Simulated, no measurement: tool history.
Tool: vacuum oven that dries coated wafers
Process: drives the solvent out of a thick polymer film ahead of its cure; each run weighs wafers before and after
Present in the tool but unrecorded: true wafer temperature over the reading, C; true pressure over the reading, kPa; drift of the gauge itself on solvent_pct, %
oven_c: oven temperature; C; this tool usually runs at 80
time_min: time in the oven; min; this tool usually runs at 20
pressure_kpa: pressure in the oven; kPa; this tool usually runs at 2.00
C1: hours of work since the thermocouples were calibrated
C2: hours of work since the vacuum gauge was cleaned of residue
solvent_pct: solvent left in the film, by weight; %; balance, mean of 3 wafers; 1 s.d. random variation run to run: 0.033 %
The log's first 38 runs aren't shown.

{"run": 39, "hour": 2407.3, "oven_c": 81, "time_min": 23, "pressure_kpa": 2.7, "C1": 637, "C2": 171, "solvent_pct": 6.75}
{"run": 40, "hour": 2447.1, "oven_c": 77, "time_min": 26, "pressure_kpa": 2.31, "C1": 667, "C2": 201, "solvent_pct": 7.13}
{"run": 41, "hour": 2529.7, "oven_c": 94, "time_min": 16, "pressure_kpa": 2.0, "C1": 729, "C2": 263, "solvent_pct": 3.26}
{"run": 42, "hour": 2593.8, "oven_c": 70, "time_min": 24, "pressure_kpa": 5.67, "C1": 777, "C2": 311, "solvent_pct": 14.69}
{"run": 43, "hour": 2656.4, "oven_c": 77, "time_min": 11, "pressure_kpa": 3.1, "C1": 824, "C2": 358, "solvent_pct": 10.52}
{"run": 44, "hour": 2700.6, "oven_c": 77, "time_min": 34, "pressure_kpa": 3.1, "C1": 857, "C2": 391, "solvent_pct": 8.27}
{"run": 45, "hour": 2738.6, "oven_c": 77, "time_min": 34, "pressure_kpa": 3.1, "C1": 886, "C2": 420, "solvent_pct": 8.28}
{"run": 46, "hour": 2824.6, "oven_c": 77, "time_min": 34, "pressure_kpa": 3.1, "C1": 950, "C2": 484, "solvent_pct": 8.27}

Forecast each of these 3 alternatives for the next run:
{"run": "A", "hour": 2865.5, "oven_c": 86, "time_min": 16, "pressure_kpa": 5.4, "C1": 981, "C2": 515, "solvent_pct": "?"}
{"run": "B", "hour": 2865.5, "oven_c": 86, "time_min": 11, "pressure_kpa": 4.86, "C1": 981, "C2": 515, "solvent_pct": "?"}
{"run": "C", "hour": 2865.5, "oven_c": 68, "time_min": 20, "pressure_kpa": 2.0, "C1": 981, "C2": 515, "solvent_pct": "?"}

run=A solvent_pct=9.92
run=B solvent_pct=9.76
run=C solvent_pct=10.26
With the hidden condition removed and each run's random variation left untouched, the same runs would have given:
run=A solvent_pct=10.33
run=B solvent_pct=10.14
run=C solvent_pct=10.40
